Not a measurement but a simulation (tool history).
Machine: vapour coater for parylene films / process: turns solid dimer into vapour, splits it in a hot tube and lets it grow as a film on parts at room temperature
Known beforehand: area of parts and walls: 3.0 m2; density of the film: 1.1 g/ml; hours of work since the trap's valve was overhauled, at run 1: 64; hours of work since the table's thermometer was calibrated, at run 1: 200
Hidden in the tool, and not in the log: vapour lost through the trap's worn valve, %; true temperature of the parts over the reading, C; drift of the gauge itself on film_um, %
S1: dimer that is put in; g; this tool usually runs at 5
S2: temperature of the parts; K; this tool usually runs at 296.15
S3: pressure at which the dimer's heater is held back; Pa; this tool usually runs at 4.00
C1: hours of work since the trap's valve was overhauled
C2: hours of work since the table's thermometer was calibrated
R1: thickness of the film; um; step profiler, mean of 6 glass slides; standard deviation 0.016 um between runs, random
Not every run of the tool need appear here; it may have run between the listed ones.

Run 1, hour 0.0: usual settings; C1 64; C2 200. Result: R1 0.90 um.
Run 2, hour 14.9: usual settings; C1 71; C2 207. Result: R1 0.89 um.
Run 3, hour 25.2: usual settings; C1 76; C2 212. Result: R1 0.91 um.
Run 4, hour 40.0: usual settings but S3 3.03 Pa; C1 83; C2 219. Result: R1 0.90 um.
Run 5, hour 48.4: usual settings; C1 87; C2 223. Result: R1 0.89 um.
Run 6, hour 61.5: usual settings; C1 93; C2 229. Result: R1 0.90 um.
Run 7, hour 75.6: usual settings; C1 100; C2 236. Result: R1 0.90 um.
Run 8, hour 88.8: usual settings; C1 106; C2 242. Result: R1 0.89 um.
Run 9, hour 97.3: usual settings; C1 110; C2 246. Result: R1 0.90 um.
Run 10, hour 110.9: usual settings; C1 117; C2 253. Result: R1 0.91 um.
Run 11, hour 120.4: usual settings but S1 3 g; C1 122; C2 258. Result: R1 0.55 um.
Run 12, hour 128.6: usual settings but S1 3 g; C1 125; C2 261. Result: R1 0.55 um.
At hour 133.8: trap's valve overhauled.
Run 13, hour 140.2: usual settings; C1 3; C2 265. Result: R1 0.88 um.
Run 14, hour 148.2: usual settings; C1 7; C2 269. Result: R1 0.88 um.
Run 15, hour 157.3: usual settings; C1 11; C2 273. Result: R1 0.86 um.
Run 16, hour 169.5: usual settings; C1 17; C2 279. Result: R1 0.90 um.
Run 17, hour 181.9: usual settings; C1 23; C2 285. Result: R1 0.87 um.
Run 18, hour 191.1: usual settings; C1 28; C2 290. Result: R1 0.87 um.
Run 19, hour 205.4: usual settings; C1 34; C2 296. Result: R1 0.88 um.
Run 20, hour 216.2: usual settings; C1 40; C2 302. Result: R1 0.87 um.
Run 21, hour 223.3: usual settings; C1 43; C2 305. Result: R1 0.88 um.
At hour 229.3: trap's valve overhauled, once more.
Run 22, hour 241.6: usual settings; C1 6; C2 312. Result: R1 0.90 um.
Run 23, hour 256.8: usual settings; C1 13; C2 319. Result: R1 0.92 um.
Run 24, hour 263.1: usual settings; C1 16; C2 322. Result: R1 0.92 um.
Run 25, hour 277.3: usual settings but S1 6 g, S3 8.92 Pa; C1 23; C2 329. Result: R1 1.04 um.
Run 26, hour 290.9: usual settings but S1 3 g, S2 292.15 K; C1 30; C2 336. Result: R1 0.64 um.
Run 27, hour 302.9: usual settings but S1 3 g, S2 293.15 K, S3 6.35 Pa; C1 35; C2 341. Result: R1 0.60 um.
Run 28, hour 316.4: usual settings but S1 6 g, S2 290.15 K; C1 42; C2 348. Result: R1 1.30 um.
Run 29, hour 330.5: usual settings but S1 2 g, S2 293.15 K, S3 3.11 Pa; C1 49; C2 354. Result: R1 0.39 um.
Run 30, hour 345.6: usual settings but S1 7 g, S3 2.08 Pa; C1 56; C2 362. Result: R1 1.33 um.
Run 31, hour 360.4: usual settings but S3 8.12 Pa; C1 63; C2 369. Result: R1 0.88 um.
Run 32, hour 369.4: usual settings but S3 8.12 Pa; C1 67; C2 373. Result: R1 0.87 um.
Run 33, hour 383.0: usual settings but S1 2 g, S2 303.15 K, S3 8.12 Pa; C1 74; C2 380. Result: R1 0.26 um.
Run 34, hour 391.9: usual settings but S2 304.15 K, S3 7.62 Pa; C1 78; C2 384. Result: R1 0.69 um.
Run 35, hour 400.7: usual settings but S2 304.15 K, S3 7.62 Pa; C1 82; C2 388. Result: R1 0.70 um.
Run 36, hour 413.4: usual settings but S2 289.15 K, S3 2.06 Pa; C1 88; C2 394. Result: R1 1.15 um.
Run 37, hour 428.6: usual settings but S2 289.15 K, S3 2.06 Pa; C1 96; C2 402. Result: R1 1.13 um.
Run 38, hour 438.5: usual settings but S2 289.15 K, S3 2.06 Pa; C1 100; C2 406. Result: R1 1.13 um.
Run 39, hour 446.9: usual settings but S3 5.65 Pa; C1 104; C2 410. Result: R1 0.89 um.
Run 40, hour 454.6: usual settings but S3 5.65 Pa; C1 108; C2 414. Result: R1 0.88 um.
Run 41, hour 469.4: usual settings but S1 3 g, S3 3.85 Pa; C1 115; C2 421. Result: R1 0.51 um.
Run 42, hour 482.1: usual settings but S3 2.85 Pa; C1 121; C2 427. Result: R1 0.90 um.
Run 43, hour 493.5: usual settings but S1 2 g, S2 290.15 K; C1 127; C2 433. Result: R1 0.42 um.
Run 44, hour 505.4: usual settings but S1 4 g, S2 301.15 K; C1 132; C2 438. Result: R1 0.60 um.
Run 45, hour 520.4: usual settings but S1 4 g, S2 293.15 K; C1 140; C2 446. Result: R1 0.75 um.
Run 46, hour 532.6: usual settings but S1 6 g, S2 292.15 K; C1 146; C2 451. Result: R1 1.18 um.
Run 47, hour 538.9: usual settings but S1 3 g, S2 292.15 K; C1 149; C2 454. Result: R1 0.59 um.

Pick out some run-to-run changes in R1. Of each, how much would a tool without hidden state show as well, from the settings, what came in and chance, and how much is left for the hidden state and any gauge scatter not in both results compared?
Run 12 -> 13: S1 3 -> 5, trap's valve overhauled. R1 +0.33 um: hidden state -0.03, all else +0.36.
Run 21 -> 22: trap's valve overhauled, once more. R1 +0.02 um: hidden state +0.04, all else -0.02.
Run 27 -> 28: S1 3 -> 6, S2 293.15 -> 290.15, S3 6.35 -> 4.00. R1 +0.70 um: hidden state +0.00, all else +0.70.
Run 28 -> 29: S1 6 -> 2, S2 290.15 -> 293.15, S3 4.00 -> 3.11. R1 -0.91 um: hidden state +0.00, all else -0.91.
Run 29 -> 30: S1 2 -> 7, S2 293.15 -> 296.15, S3 3.11 -> 2.08. R1 +0.94 um: hidden state -0.01, all else +0.95.
Run 40 -> 41: S1 5 -> 3, S3 5.65 -> 3.85. R1 -0.37 um: hidden state +0.02, all else -0.39.
